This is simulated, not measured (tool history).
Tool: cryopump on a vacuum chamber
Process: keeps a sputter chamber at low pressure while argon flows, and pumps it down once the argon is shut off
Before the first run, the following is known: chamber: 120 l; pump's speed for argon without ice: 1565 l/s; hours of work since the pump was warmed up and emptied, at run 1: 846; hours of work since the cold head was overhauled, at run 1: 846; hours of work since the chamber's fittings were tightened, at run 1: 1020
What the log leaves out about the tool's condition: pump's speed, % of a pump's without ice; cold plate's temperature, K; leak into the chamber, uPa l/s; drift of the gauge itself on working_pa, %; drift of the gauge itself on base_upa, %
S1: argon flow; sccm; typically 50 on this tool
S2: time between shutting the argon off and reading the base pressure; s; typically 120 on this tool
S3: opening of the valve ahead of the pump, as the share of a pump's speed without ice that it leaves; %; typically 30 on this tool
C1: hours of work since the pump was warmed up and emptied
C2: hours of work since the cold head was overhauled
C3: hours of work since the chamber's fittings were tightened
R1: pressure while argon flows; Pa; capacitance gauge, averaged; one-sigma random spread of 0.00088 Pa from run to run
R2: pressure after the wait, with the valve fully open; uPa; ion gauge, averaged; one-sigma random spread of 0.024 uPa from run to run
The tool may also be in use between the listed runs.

run	hour	S1	S2	S3	C1	C2	C3	R1	R2
1	0.0	50	120	30	846	846	1020	0.2044	1.47
2	48.9	50	120	30	885	885	1060	0.2069	1.49
3	76.7	95	120	30	907	907	1082	0.3968	1.55
4	127.3	95	120	30	948	948	1123	0.3965	1.60
# hour 165.6: pump warmed up, emptied and cooled again
5	165.6	95	120	26	0	975	1149	0.3955	1.29
6	197.6	95	120	26	26	1001	1175	0.3971	1.27
# hour 217.4: leaking fittings of the chamber tightened, without venting
7	250.4	95	120	26	67	1042	27	0.3982	0.94
8	285.1	50	120	30	95	1069	54	0.1822	0.95
9	318.9	50	120	30	122	1097	82	0.1829	0.95
10	357.0	50	120	34	152	1127	112	0.1624	0.95
11	380.7	50	120	34	171	1146	131	0.1640	0.99
12	430.1	50	120	34	211	1186	171	0.1636	0.98
13	462.8	50	120	34	237	1212	197	0.1641	1.00
14	511.5	50	120	34	277	1252	237	0.1655	0.99
15	554.5	50	120	34	311	1286	271	0.1670	1.00
16	603.3	50	120	34	350	1325	310	0.1657	1.06
17	625.3	50	120	34	368	1343	328	0.1694	1.08
18	665.8	50	224	30	401	1376	361	0.1896	0.76
19	702.1	25	120	28	430	1405	390	0.1021	1.13
20	725.5	28	42	28	449	1424	409	0.1139	2.37
21	746.1	28	42	28	465	1440	425	0.1146	2.45
22	779.2	28	42	28	492	1467	452	0.1154	2.34
23	820.6	50	199	59	525	1500	485	0.1053	0.87
24	866.1	50	199	59	562	1537	522	0.1054	0.90
25	902.2	39	199	59	591	1566	551	0.0834	0.87
26	946.7	50	59	16	627	1602	587	0.3539	1.93
27	980.3	26	271	30	654	1629	614	0.1029	0.90
28	1029.3	30	148	36	693	1668	653	0.1016	1.12
29	1077.2	75	172	52	732	1707	692	0.1865	1.05
30	1108.9	57	21	24	757	1732	717	0.2797	4.48
31	1150.9	57	21	24	791	1766	751	0.2828	4.71
32	1175.6	57	21	24	811	1786	771	0.2816	4.52
33	1203.6	58	120	19	833	1808	793	0.3575	1.33
34	1229.1	58	120	19	854	1829	814	0.3561	1.38

A few steps of R1 between consecutive runs. Split each: what settings, incoming material and random variation would produce without the hidden state, and what is left over for the hidden state, along with gauge scatter present in only one of the two compared results (measured, and without hidden state):
Run 2 -> 3: S1 50 -> 95. R1 +0.1899 Pa: hidden state +0.0254, all else +0.1645.
Run 4 -> 5: S3 30 -> 26, pump warmed up, emptied and cooled again. R1 -0.0010 Pa: hidden state -0.0527, all else +0.0517.
Run 7 -> 8: S1 95 -> 50, S3 26 -> 30. R1 -0.2160 Pa: hidden state -0.0013, all else -0.2147.
Run 25 -> 26: S1 39 -> 50, S2 199 -> 59, S3 59 -> 16. R1 +0.2705 Pa: hidden state +0.0044, all else +0.2661.
Run 26 -> 27: S1 50 -> 26, S2 59 -> 271, S3 16 -> 30. R1 -0.2510 Pa: hidden state -0.0073, all else -0.2437.
Run 28 -> 29: S1 30 -> 75, S2 148 -> 172, S3 36 -> 52. R1 +0.0849 Pa: hidden state +0.0186, all else +0.0663.
